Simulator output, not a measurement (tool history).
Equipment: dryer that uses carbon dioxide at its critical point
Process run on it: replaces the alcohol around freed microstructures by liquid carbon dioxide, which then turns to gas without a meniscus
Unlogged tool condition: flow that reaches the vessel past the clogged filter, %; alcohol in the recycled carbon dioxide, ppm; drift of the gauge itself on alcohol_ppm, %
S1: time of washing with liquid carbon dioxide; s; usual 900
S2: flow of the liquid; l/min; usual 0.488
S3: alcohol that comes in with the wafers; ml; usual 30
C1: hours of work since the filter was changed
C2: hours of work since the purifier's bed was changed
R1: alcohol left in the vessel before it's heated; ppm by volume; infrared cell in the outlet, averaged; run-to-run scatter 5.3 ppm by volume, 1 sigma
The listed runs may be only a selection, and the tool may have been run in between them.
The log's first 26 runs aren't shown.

| run | hour | S1 | S2 | S3 | C1 | C2 | R1 |
|---|---|---|---|---|---|---|---|
| 27 | 262.5 | 900 | 0.488 | 57 | 59 | 308 | 292 |
| 28 | 270.1 | 840 | 0.488 | 21 | 65 | 314 | 173 |
| 29 | 277.6 | 840 | 0.488 | 21 | 70 | 320 | 174 |
| 30 | 286.9 | 840 | 0.488 | 21 | 77 | 327 | 179 |
| 31 | 293.2 | 900 | 0.471 | 62 | 82 | 331 | 397 |
| 32 | 300.9 | 540 | 0.359 | 119 | 88 | 337 | 11613 |
| 33 | 307 | 600 | 0.35 | 30 | 93 | 342 | 2538 |
| 34 | 316.4 | 900 | 0.649 | 21 | 100 | 349 | 48 |
| 35 | 324.8 | 600 | 0.815 | 60 | 106 | 355 | 191 |
| 36 | 330.3 | 660 | 0.399 | 30 | 110 | 359 | 1318 |
| 37 | 343.5 | 660 | 0.303 | 43 | 120 | 369 | 4232 |
| 38 | 355.7 | 900 | 0.488 | 49 | 129 | 378 | 295 |
| 39 | 367 | 900 | 0.349 | 34 | 137 | 387 | 914 |
| 40 | 380 | 1260 | 0.787 | 29 | 147 | 396 | 25 |
| 41 | 386.5 | 660 | 0.424 | 30 | 152 | 401 | 1177 |
| 42 | 399.2 | 1140 | 0.584 | 98 | 162 | 411 | 64 |
| 43 | 410.8 | 1140 | 0.657 | 105 | 170 | 420 | 45 |
| 44 | 417.4 | 1140 | 0.657 | 105 | 175 | 425 | 50 |
|  | 427 | inlet filter changed |
| 45 | 427.9 | 1440 | 0.737 | 118 | 1 | 432 | 32 |
| 46 | 437.7 | 1440 | 0.737 | 118 | 8 | 439 | 36 |
| 47 | 448.5 | 1440 | 0.739 | 21 | 16 | 447 | 40 |

Below are 3 alternative next runs, each starting from the tool's condition after run 47. Predict each:
| A | 461.3 | 1140 | 0.739 | 45 | 26 | 457 | ? |
| B | 461.3 | 1140 | 0.402 | 55 | 26 | 457 | ? |
| C | 461.3 | 1440 | 0.739 | 101 | 26 | 457 | ? |

| run | R1 |
|---|---|
| A | 37 |
| B | 225 |
| C | 36 |
Stripped of hidden state, with their random variation kept, the same runs would have yielded:
| run | R1 |
|---|---|
| A | 10 |
| B | 185 |
| C | 9 |

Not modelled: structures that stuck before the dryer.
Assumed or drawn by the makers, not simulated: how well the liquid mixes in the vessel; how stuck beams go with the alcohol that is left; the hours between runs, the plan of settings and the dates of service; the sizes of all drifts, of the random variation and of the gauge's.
